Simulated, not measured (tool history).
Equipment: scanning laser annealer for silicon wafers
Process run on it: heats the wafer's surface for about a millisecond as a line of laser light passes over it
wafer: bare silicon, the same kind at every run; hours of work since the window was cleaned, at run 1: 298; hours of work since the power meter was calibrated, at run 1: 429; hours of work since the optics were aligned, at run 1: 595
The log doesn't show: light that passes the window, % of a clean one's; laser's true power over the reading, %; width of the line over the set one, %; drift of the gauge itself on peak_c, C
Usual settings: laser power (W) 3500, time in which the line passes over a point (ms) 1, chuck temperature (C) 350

run	day	laser power (W)	time in which the line passes over a point (ms)	chuck temperature (C)	hours of work since the window was cleaned	hours of work since the power meter was calibrated	hours of work since the optics were aligned	highest temperature of the surface (C)
1	0	3500	1	350	298	429	595	1143
2	0.521	3500	1	314	305	436	602	1110
# day 1.092: window over the wafer cleaned
3	1.408	3500	1	314	4	447	613	1131
4	2.062	3500	1	314	13	456	622	1129
5	2.771	3726	1	350	23	465	632	1233
6	3.342	3726	1	350	31	473	640	1232
7	3.858	3500	1	350	38	480	647	1165
8	4.679	3500	1	350	49	491	658	1164
9	5.442	3734	1	350	60	502	669	1232
10	5.962	3500	1	321	67	509	676	1134
11	6.621	3500	0.86	321	76	518	685	1085
12	7.025	3500	0.86	321	81	524	690	1080
13	7.588	3500	0.86	321	89	531	698	1080
14	8.312	3500	0.86	321	99	541	708	1084
15	8.725	3500	1.08	350	105	547	714	1188
16	9.408	3500	1.08	350	114	556	723	1186
17	10.225	3500	1	350	125	567	734	1159
18	10.696	3500	1	350	132	574	741	1157
19	11.229	3500	1	350	139	581	748	1157
20	11.892	3500	1	350	148	590	757	1157
21	12.592	3500	1	350	158	600	767	1157
22	13.35	3336	0.91	350	168	610	777	1081
23	14.212	3064	1.24	331	180	622	789	1076
# day 14.471: optics aligned, line set to its width
24	14.933	3036	1	338	187	629	6	1002
25	15.638	3813	1.12	345	196	639	16	1269
26	16.333	3813	1.12	345	206	648	26	1273
27	17.096	2980	0.7	345	217	659	36	902
28	17.825	2980	0.7	327	226	669	46	884

Predict the results of run 29:
29	18.296	3060	1.18	333	233	675	52	?

highest temperature of the surface (C): 1048
With no hidden state in the tool, this same run would have given highest temperature of the surface (C) 1084.

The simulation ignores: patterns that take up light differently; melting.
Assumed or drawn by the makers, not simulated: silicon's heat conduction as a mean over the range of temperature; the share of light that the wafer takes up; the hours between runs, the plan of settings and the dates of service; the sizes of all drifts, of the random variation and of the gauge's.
